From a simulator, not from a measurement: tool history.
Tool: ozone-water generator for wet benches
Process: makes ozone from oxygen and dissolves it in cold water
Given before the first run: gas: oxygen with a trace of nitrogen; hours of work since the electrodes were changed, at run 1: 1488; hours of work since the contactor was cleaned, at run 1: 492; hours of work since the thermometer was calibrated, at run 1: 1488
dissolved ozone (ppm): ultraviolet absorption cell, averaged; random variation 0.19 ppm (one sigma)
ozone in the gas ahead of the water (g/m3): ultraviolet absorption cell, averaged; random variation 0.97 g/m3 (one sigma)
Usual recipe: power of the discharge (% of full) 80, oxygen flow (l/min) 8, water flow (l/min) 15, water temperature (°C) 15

| run | hour | power of the discharge (% of full) | oxygen flow (l/min) | water flow (l/min) | water temperature (°C) | hours of work since the electrodes were changed | hours of work since the contactor was cleaned | hours of work since the thermometer was calibrated | dissolved ozone (ppm) | ozone in the gas ahead of the water (g/m3) |
|---|---|---|---|---|---|---|---|---|---|---|
| 1 | 0 | 80 | 8 | 15 | 15 | 1488 | 492 | 1488 | 27 | 167.2 |
| 2 | 110.6 | 80 | 8 | 15 | 15 | 1582 | 586 | 1582 | 26.4 | 166 |
| 3 | 230.8 | 80 | 5.71 | 15 | 15 | 1683 | 687 | 1683 | 27 | 198.5 |
| 4 | 327 | 80 | 8 | 15 | 15 | 1765 | 769 | 1765 | 26.7 | 165.6 |
| 5 | 458 | 80 | 8 | 15 | 15 | 1876 | 880 | 1876 | 26.6 | 166.8 |
| 6 | 534.3 | 83 | 5.49 | 15 | 23 | 1941 | 945 | 1941 | 24.4 | 208.9 |
| 7 | 661.5 | 42 | 11.86 | 12 | 23 | 2049 | 1053 | 2049 | 12.5 | 73.6 |
| 8 | 752.9 | 91 | 13.96 | 18 | 11 | 2126 | 1130 | 2126 | 27.4 | 141.9 |
| 9 | 849.8 | 91 | 13.96 | 18 | 11 | 2208 | 1212 | 2208 | 27.4 | 142.1 |
| 10 | 918.8 | 80 | 4.72 | 13 | 15 | 2267 | 1271 | 2267 | 30 | 219.4 |

Table of differences, measured result less the result of that run with no hidden state. Run-to-run variation is the same in both. Gauge scatter possibly is not:
Hidden conditions of the tool in this case: yield of the discharge, % of new electrodes'; contactor's efficiency, % of a clean one's; true water temperature over the reading, C; drift of the gauge itself on ozone_ppm, %; drift of the gauge itself on gas_g_m3, %.
| run | ozone in the gas ahead of the water (g/m3) |
|---|---|
| 1 | -0.1 |
| 2 | +0.1 |
| 3 | +0.3 |
| 4 | +0.3 |
| 5 | +0.5 |
| 6 | +0.7 |
| 7 | +0.4 |
| 8 | +0.7 |
| 9 | +0.8 |
| 10 | +1.4 |
dissolved ozone (ppm): at most 0.1 away from the measurement, every run.
